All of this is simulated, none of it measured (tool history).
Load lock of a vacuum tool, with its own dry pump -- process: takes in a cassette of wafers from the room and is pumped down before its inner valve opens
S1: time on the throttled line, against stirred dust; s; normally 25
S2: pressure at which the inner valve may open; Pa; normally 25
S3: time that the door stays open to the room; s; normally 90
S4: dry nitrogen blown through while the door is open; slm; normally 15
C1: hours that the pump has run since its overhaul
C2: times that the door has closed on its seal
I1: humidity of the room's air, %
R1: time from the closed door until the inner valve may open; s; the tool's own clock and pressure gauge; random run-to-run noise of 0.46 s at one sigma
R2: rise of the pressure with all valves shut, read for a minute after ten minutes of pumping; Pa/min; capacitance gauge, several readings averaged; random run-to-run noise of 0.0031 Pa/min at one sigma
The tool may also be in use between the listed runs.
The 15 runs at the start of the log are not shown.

Run 16, hour 2633.8: usual settings; C1 12162; C2 5170; I1 41.8. Result: R1 59.2 s, R2 0.06 Pa/min.
Run 17, hour 2884.2: usual settings; C1 12412; C2 5457; I1 45.3. Result: R1 58.6 s, R2 0.062 Pa/min.
Run 18, hour 3118.4: usual settings; C1 12646; C2 5726; I1 45.7. Result: R1 59.3 s, R2 0.064 Pa/min.
Run 19, hour 3222.1: usual settings but S2 37 Pa; C1 12750; C2 5845; I1 45. Result: R1 57.2 s, R2 0.064 Pa/min.
Run 20, hour 3357.7: usual settings but S1 29 s, S2 37 Pa; C1 12885; C2 6000; I1 45.3. Result: R1 60.2 s, R2 0.062 Pa/min.
Run 21, hour 3510.9: usual settings but S2 42 Pa; C1 13039; C2 6176; I1 45.7. Result: R1 55.5 s, R2 0.063 Pa/min.
Run 22, hour 3705.2: usual settings but S1 21 s, S2 35 Pa; C1 13233; C2 6399; I1 45. Result: R1 54 s, R2 0.065 Pa/min.
Run 23, hour 3895.5: usual settings but S1 21 s, S2 35 Pa; C1 13423; C2 6617; I1 45.8. Result: R1 54.1 s, R2 0.066 Pa/min.
Run 24, hour 4127.6: usual settings but S3 78 s, S4 12 slm; C1 13655; C2 6884; I1 43.4. Result: R1 59 s, R2 0.063 Pa/min.
Run 25, hour 4282.6: usual settings but S3 78 s, S4 12 slm; C1 13810; C2 7062; I1 48.6. Result: R1 59.2 s, R2 0.073 Pa/min.
Run 26, hour 4434.9: usual settings but S3 78 s, S4 12 slm; C1 13963; C2 7236; I1 44.8. Result: R1 59.4 s, R2 0.065 Pa/min.
Run 27, hour 4679.9: usual settings but S3 49 s, S4 33 slm; C1 14208; C2 7518; I1 45.2. Result: R1 58.7 s, R2 0.035 Pa/min.
Run 28, hour 4787.5: usual settings but S3 49 s, S4 33 slm; C1 14315; C2 7641; I1 48.8. Result: R1 58.5 s, R2 0.036 Pa/min.
Run 29, hour 5008.1: usual settings but S3 49 s, S4 33 slm; C1 14536; C2 7894; I1 47. Result: R1 59.3 s, R2 0.037 Pa/min.
Run 30, hour 5189.4: usual settings but S1 15 s, S2 19 Pa, S3 33 s, S4 5 slm; C1 14717; C2 8102; I1 45.9. Result: R1 53.2 s, R2 0.049 Pa/min.
Run 31, hour 5309.1: usual settings but S1 15 s, S2 19 Pa, S3 33 s, S4 5 slm; C1 14837; C2 8239; I1 46.3. Result: R1 53.1 s, R2 0.049 Pa/min.
Run 32, hour 5435.2: usual settings but S1 15 s, S2 19 Pa, S3 33 s, S4 5 slm; C1 14963; C2 8384; I1 47.4. Result: R1 53.1 s, R2 0.053 Pa/min.
Run 33, hour 5690: usual settings but S1 15 s, S2 19 Pa, S3 37 s, S4 9 slm; C1 15218; C2 8677; I1 43.4. Result: R1 52 s, R2 0.05 Pa/min.
Run 34, hour 5794.8: usual settings but S1 15 s, S2 19 Pa, S3 37 s, S4 9 slm; C1 15323; C2 8797; I1 43. Result: R1 52.6 s, R2 0.048 Pa/min.
Run 35, hour 6015.4: usual settings but S1 18 s, S4 13 slm; C1 15543; C2 9050; I1 46.4. Result: R1 53.8 s, R2 0.068 Pa/min.
Run 36, hour 6272.7: usual settings but S1 16 s, S2 34 Pa, S3 78 s, S4 17 slm; C1 15800; C2 9345; I1 45.7. Result: R1 50.2 s, R2 0.058 Pa/min.
Run 37, hour 6430.2: usual settings but S1 16 s, S2 34 Pa, S3 78 s, S4 17 slm; C1 15958; C2 9526; I1 46.2. Result: R1 50.9 s, R2 0.057 Pa/min.

Each row is a separate what-if for the run after 37, all from the same tool condition, not one after another. Results?
Run A, hour 6563.6: usual settings but S1 16 s, S2 34 Pa, S3 78 s, S4 20 slm; C1 16091; C2 9679; I1 47.5. Result: R1 ?, R2 ?.
Run B, hour 6563.6: usual settings but S2 18 Pa, S4 18 slm; C1 16091; C2 9679; I1 44.1. Result: R1 ?, R2 ?.
Run C, hour 6563.6: usual settings but S1 41 s, S2 50 Pa, S4 7 slm; C1 16091; C2 9679; I1 46.2. Result: R1 ?, R2 ?.

run    R1     R2
  A  50.7  0.061
  B  60.5  0.061
  C  67.2  0.079
Without the tool's hidden state the same runs would have given:
run    R1     R2
  A  50.7  0.061
  B  60.4   0.06
  C  67.2  0.079

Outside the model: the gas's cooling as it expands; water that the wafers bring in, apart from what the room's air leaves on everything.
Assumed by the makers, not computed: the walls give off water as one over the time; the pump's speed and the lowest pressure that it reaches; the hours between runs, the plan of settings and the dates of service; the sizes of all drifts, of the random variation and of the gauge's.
